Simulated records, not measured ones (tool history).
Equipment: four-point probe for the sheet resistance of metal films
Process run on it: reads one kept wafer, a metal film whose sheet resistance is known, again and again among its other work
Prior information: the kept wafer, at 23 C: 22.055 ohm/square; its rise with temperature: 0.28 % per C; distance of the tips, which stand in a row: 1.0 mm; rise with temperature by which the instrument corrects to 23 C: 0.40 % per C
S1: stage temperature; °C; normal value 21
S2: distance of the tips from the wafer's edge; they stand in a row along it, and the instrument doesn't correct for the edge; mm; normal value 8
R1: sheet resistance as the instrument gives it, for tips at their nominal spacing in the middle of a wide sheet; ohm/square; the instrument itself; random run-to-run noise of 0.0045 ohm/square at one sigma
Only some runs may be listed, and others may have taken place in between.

run 1 hour=0.0 | S1=21 S2=8 | R1=22.264001
run 2 hour=38.7 | S1=21 S2=8 | R1=22.271305
run 3 hour=63.8 | S1=21 S2=10 | R1=22.204135
-- hour=76.5 stage's thermometer calibrated
run 4 hour=89.3 | S1=21 S2=10 | R1=22.207774
run 5 hour=129.4 | S1=24 S2=8 | R1=22.180847
run 6 hour=152.5 | S1=21 S2=8 | R1=22.256809
-- hour=166.9 stage's thermometer calibrated, once more
run 7 hour=208.1 | S1=31 S2=8 | R1=22.016841
run 8 hour=239.4 | S1=31 S2=8 | R1=22.006936
run 9 hour=268.3 | S1=31 S2=8 | R1=22.013688
run 10 hour=318.5 | S1=31 S2=5 | R1=22.276504
run 11 hour=347.4 | S1=21 S2=8 | R1=22.268449
run 12 hour=376.2 | S1=21 S2=8 | R1=22.267630
run 13 hour=421.7 | S1=21 S2=8 | R1=22.255905
run 14 hour=475.2 | S1=21 S2=8 | R1=22.266387
run 15 hour=523.6 | S1=21 S2=53 | R1=22.067006
run 16 hour=562.8 | S1=29 S2=8 | R1=22.030206
run 17 hour=604.8 | S1=29 S2=8 | R1=22.031603
run 18 hour=652.7 | S1=29 S2=8 | R1=22.025173
run 19 hour=706.9 | S1=21 S2=8 | R1=22.238466
run 20 hour=747.3 | S1=21 S2=8 | R1=22.242745
run 21 hour=795.1 | S1=21 S2=60 | R1=22.051534
run 22 hour=837.6 | S1=21 S2=60 | R1=22.055935
run 23 hour=888.6 | S1=28 S2=18 | R1=21.892535
run 24 hour=920.7 | S1=34 S2=8 | R1=21.893145
run 25 hour=955.2 | S1=19 S2=7 | R1=22.332778
run 26 hour=987.1 | S1=19 S2=7 | R1=22.334115
run 27 hour=1013.6 | S1=19 S2=7 | R1=22.332195
run 28 hour=1048.2 | S1=23 S2=6 | R1=22.297566
run 29 hour=1089.9 | S1=32 S2=8 | R1=21.922268
run 30 hour=1119.0 | S1=32 S2=66 | R1=21.743824
run 31 hour=1154.6 | S1=29 S2=19 | R1=21.845388
run 32 hour=1185.8 | S1=29 S2=19 | R1=21.844910
run 33 hour=1231.8 | S1=29 S2=5 | R1=22.272204
run 34 hour=1271.9 | S1=25 S2=50 | R1=21.915569
run 35 hour=1325.8 | S1=21 S2=20 | R1=22.043399
run 36 hour=1365.0 | S1=21 S2=20 | R1=22.036846

Pick out some run-to-run changes in R1. Of each, how much would a tool without hidden state show as well, from the settings, what came in and chance, and how much is left for the hidden state and any gauge scatter not in both results compared?
What the log doesn't record here: inner tips' distance over the nominal, %; tips' flats over new ones', %; wafer's true temperature over the reading, C; drift of the gauge itself on sheet_ohm, %.
Run 6 -> 7: S1 21 -> 31, stage's thermometer calibrated, once more. R1 -0.239968 ohm/square: hidden state +0.015982, all else -0.255950.
Run 18 -> 19: S1 29 -> 21. R1 +0.213293 ohm/square: hidden state -0.004277, all else +0.217570.
Run 24 -> 25: S1 34 -> 19, S2 8 -> 7. R1 +0.439633 ohm/square: hidden state -0.003900, all else +0.443533.
Run 28 -> 29: S1 23 -> 32, S2 6 -> 8. R1 -0.375298 ohm/square: hidden state -0.001439, all else -0.373859.
Run 32 -> 33: S2 19 -> 5. R1 +0.427294 ohm/square: hidden state -0.004874, all else +0.432168.

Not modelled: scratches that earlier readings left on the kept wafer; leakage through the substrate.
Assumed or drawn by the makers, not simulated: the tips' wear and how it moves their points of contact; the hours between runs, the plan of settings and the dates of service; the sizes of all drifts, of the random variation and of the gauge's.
